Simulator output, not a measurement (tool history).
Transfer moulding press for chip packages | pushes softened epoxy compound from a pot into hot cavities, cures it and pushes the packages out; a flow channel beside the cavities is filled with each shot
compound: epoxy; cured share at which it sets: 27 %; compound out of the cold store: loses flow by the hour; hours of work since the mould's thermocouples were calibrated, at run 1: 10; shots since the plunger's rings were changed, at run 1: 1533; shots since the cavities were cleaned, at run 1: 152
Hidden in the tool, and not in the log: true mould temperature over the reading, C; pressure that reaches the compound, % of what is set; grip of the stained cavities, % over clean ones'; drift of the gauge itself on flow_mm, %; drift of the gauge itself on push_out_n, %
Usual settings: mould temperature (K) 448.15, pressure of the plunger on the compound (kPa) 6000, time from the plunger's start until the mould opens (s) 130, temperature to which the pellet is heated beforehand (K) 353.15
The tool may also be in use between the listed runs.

run,day,mould temperature (K),pressure of the plunger on the compound (kPa),time from the plunger's start until the mould opens (s),temperature to which the pellet is heated beforehand (K),hours of work since the mould's thermocouples were calibrated,shots since the plunger's rings were changed,shots since the cavities were cleaned,incoming compound's hours out of the cold store,length that the compound runs in the flow channel (mm),greatest force on the pins that push the packages out (N)
1,0,448.15,6000,130,353.15,10,1533,152,19.2,555,381
2,1.038,448.15,6000,130,353.15,21,1693,312,39.5,482,420
3,2.417,448.15,6000,130,353.15,35,1906,525,8,591,463
4,3.217,448.15,6000,130,353.15,43,2029,648,30.7,503,484
5,4.962,448.15,6000,130,353.15,61,2297,916,47.5,454,498
6,6.7,448.15,6000,117,353.15,79,2565,1184,18.4,547,571
# day 6.908: cavities cleaned with cleaning compound and waxed
7,7.738,448.15,6000,117,353.15,89,2715,127,44.1,461,366
8,9.262,447.15,6000,155,353.15,104,2950,362,45.7,459,415
# day 9.988: plunger's sealing rings changed
9,10.983,448.15,6000,141,345.15,121,154,611,37,505,467

Forecast run 10:
10,12.721,448.15,6600,130,353.15,139,422,879,25.9,?,?

length that the compound runs in the flow channel (mm): 566
greatest force on the pins that push the packages out (N): 521
Without the tool's hidden state the same run would have given length that the compound runs in the flow channel (mm) 570, greatest force on the pins that push the packages out (N) 299.
